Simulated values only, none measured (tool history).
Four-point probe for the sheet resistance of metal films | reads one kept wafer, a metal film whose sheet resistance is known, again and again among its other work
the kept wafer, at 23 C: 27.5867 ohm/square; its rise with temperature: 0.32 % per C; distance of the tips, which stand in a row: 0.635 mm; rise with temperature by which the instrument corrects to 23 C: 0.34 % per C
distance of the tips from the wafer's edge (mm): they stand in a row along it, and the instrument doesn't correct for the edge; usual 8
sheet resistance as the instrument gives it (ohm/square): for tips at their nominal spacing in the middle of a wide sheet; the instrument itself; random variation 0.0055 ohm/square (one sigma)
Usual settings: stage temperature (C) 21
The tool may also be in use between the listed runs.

run	day	stage temperature (C)	distance of the tips from the wafer's edge (mm)	sheet resistance as the instrument gives it (ohm/square)
1	0	21	8	27.622243
2	0.671	21	8	27.61337
3	1.217	21	8	27.612159
4	2.204	21	6	27.688861
5	2.712	21	6	27.691792
6	3.671	21	14	27.556146
7	4.475	21	8	27.614995
8	5.125	21	8	27.628658
9	5.938	33	8	27.56248
10	6.742	33	8	27.568307
11	7.617	21	8	27.627616
12	8.079	33	47	27.483598
13	8.671	27	4	27.865928
# day 8.792: stage's thermometer calibrated
14	9.262	31	40	27.481462
15	10.058	35	57	27.469186
16	11.054	35	57	27.457591
# day 11.75: stage's thermometer calibrated, once more
17	11.838	31	4	27.855038
18	12.738	24	13	27.561285
19	13.788	22	21	27.553601
20	14.833	28	41	27.512798
21	15.762	21	24	27.554162
22	16.621	30	3	28.151416

Forecast each of these 4 alternatives for the next run:
A	17.533	22	13	?
B	17.533	24	8	?
C	17.533	29	43	?
D	17.533	21	12	?

run	sheet resistance as the instrument gives it (ohm/square)
A	27.573473
B	27.627409
C	27.510094
D	27.593972
Without the tool's hidden state the same runs would have given:
run	sheet resistance as the instrument gives it (ohm/square)
A	27.623824
B	27.677839
C	27.560296
D	27.644365

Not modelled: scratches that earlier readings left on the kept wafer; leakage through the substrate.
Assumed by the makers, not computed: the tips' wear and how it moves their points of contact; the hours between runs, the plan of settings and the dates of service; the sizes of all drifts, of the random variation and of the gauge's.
